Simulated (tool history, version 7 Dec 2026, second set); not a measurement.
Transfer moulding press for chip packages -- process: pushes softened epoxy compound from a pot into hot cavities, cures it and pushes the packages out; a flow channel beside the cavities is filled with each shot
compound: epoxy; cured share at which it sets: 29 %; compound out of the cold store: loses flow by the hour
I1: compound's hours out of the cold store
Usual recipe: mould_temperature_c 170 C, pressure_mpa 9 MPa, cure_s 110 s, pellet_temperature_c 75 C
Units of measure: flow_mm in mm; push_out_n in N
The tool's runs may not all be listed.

Run 1, hour 0: usual settings; I1 35.6. Result: flow_mm 842 mm, push_out_n 356 N.
Run 2, hour 15.2: usual settings; I1 46.2. Result: flow_mm 786 mm, push_out_n 362 N.
Run 3, hour 30.3: usual settings but mould_temperature_c 163 C; I1 35.7. Result: flow_mm 875 mm, push_out_n 568 N.
Run 4, hour 43.8: usual settings but mould_temperature_c 163 C; I1 22.3. Result: flow_mm 958 mm, push_out_n 628 N.
At hour 55: cavities cleaned with cleaning compound and waxed.
Run 5, hour 58.5: usual settings but mould_temperature_c 168 C; I1 36.6. Result: flow_mm 847 mm, push_out_n 381 N.
Run 6, hour 78.9: usual settings; I1 38.7. Result: flow_mm 826 mm, push_out_n 357 N.
Run 7, hour 90.7: usual settings; I1 44.6. Result: flow_mm 796 mm, push_out_n 339 N.
Run 8, hour 110.1: usual settings; I1 15.3. Result: flow_mm 965 mm, push_out_n 361 N.
At hour 129.4: cavities cleaned with cleaning compound and waxed.
Run 9, hour 131.7: usual settings but pellet_temperature_c 84 C; I1 22.4. Result: flow_mm 920 mm, push_out_n 358 N.
Run 10, hour 146.3: usual settings but pellet_temperature_c 84 C; I1 27.9. Result: flow_mm 884 mm, push_out_n 368 N.
Run 11, hour 160.7: usual settings but pellet_temperature_c 84 C; I1 12. Result: flow_mm 988 mm, push_out_n 379 N.
Run 12, hour 180.4: usual settings but pellet_temperature_c 81 C; I1 12.8. Result: flow_mm 981 mm, push_out_n 375 N.
Run 13, hour 196: usual settings but pellet_temperature_c 81 C; I1 15.8. Result: flow_mm 962 mm, push_out_n 374 N.
At hour 203.6: cavities cleaned with cleaning compound and waxed.
Run 14, hour 215.6: usual settings but pressure_mpa 8.64 MPa; I1 35.1. Result: flow_mm 829 mm, push_out_n 350 N.
Run 15, hour 235.3: usual settings but pressure_mpa 8.64 MPa; I1 45.7. Result: flow_mm 773 mm, push_out_n 351 N.
Run 16, hour 246.2: usual settings but mould_temperature_c 169 C, pressure_mpa 10.14 MPa, cure_s 106 s, pellet_temperature_c 76 C; I1 32.7. Result: flow_mm 917 mm, push_out_n 403 N.
Run 17, hour 261.8: usual settings but mould_temperature_c 169 C, pressure_mpa 10.98 MPa, cure_s 106 s, pellet_temperature_c 76 C; I1 20.1. Result: flow_mm 1038 mm, push_out_n 431 N.
At hour 278.3: cavities cleaned with cleaning compound and waxed.
Run 18, hour 283.5: usual settings but cure_s 139 s; I1 34.7. Result: flow_mm 847 mm, push_out_n 313 N.
Run 19, hour 293.3: usual settings but mould_temperature_c 174 C, cure_s 139 s; I1 30.3. Result: flow_mm 856 mm, push_out_n 298 N.
Run 20, hour 309.6: usual settings but pressure_mpa 7.25 MPa, pellet_temperature_c 77 C; I1 14.6. Result: flow_mm 870 mm, push_out_n 364 N.
Run 21, hour 329.3: usual settings but pressure_mpa 9.35 MPa; I1 42.6. Result: flow_mm 823 mm, push_out_n 344 N.
Run 22, hour 345.7: usual settings but pressure_mpa 7.7 MPa, cure_s 102 s; I1 11.5. Result: flow_mm 915 mm, push_out_n 444 N.
At hour 353.4: cavities cleaned with cleaning compound and waxed.
Run 23, hour 355.7: usual settings but mould_temperature_c 172 C, pressure_mpa 7.7 MPa, cure_s 147 s, pellet_temperature_c 69 C; I1 36.6. Result: flow_mm 766 mm, push_out_n 285 N.
Run 24, hour 367: usual settings but mould_temperature_c 167 C, pressure_mpa 10.48 MPa, cure_s 95 s, pellet_temperature_c 80 C; I1 44.3. Result: flow_mm 875 mm, push_out_n 551 N.
Run 25, hour 375.6: usual settings but mould_temperature_c 176 C, pressure_mpa 10.52 MPa, cure_s 105 s, pellet_temperature_c 67 C; I1 9.7. Result: flow_mm 1049 mm, push_out_n 317 N.
Run 26, hour 391: usual settings but mould_temperature_c 176 C, pressure_mpa 10.52 MPa, cure_s 105 s, pellet_temperature_c 67 C; I1 15.3. Result: flow_mm 1011 mm, push_out_n 313 N.

What does the tool deliver on the next run?
Run 27, hour 411.8: usual settings but mould_temperature_c 168 C, pressure_mpa 10.52 MPa, cure_s 105 s, pellet_temperature_c 67 C; I1 34.2. Result: flow_mm ?, push_out_n ?.

{"run 27": {"flow_mm": 929, "push_out_n": 443}}
The same run, on a tool lacking any hidden state, would have yielded flow_mm 930 mm, push_out_n 440 N.
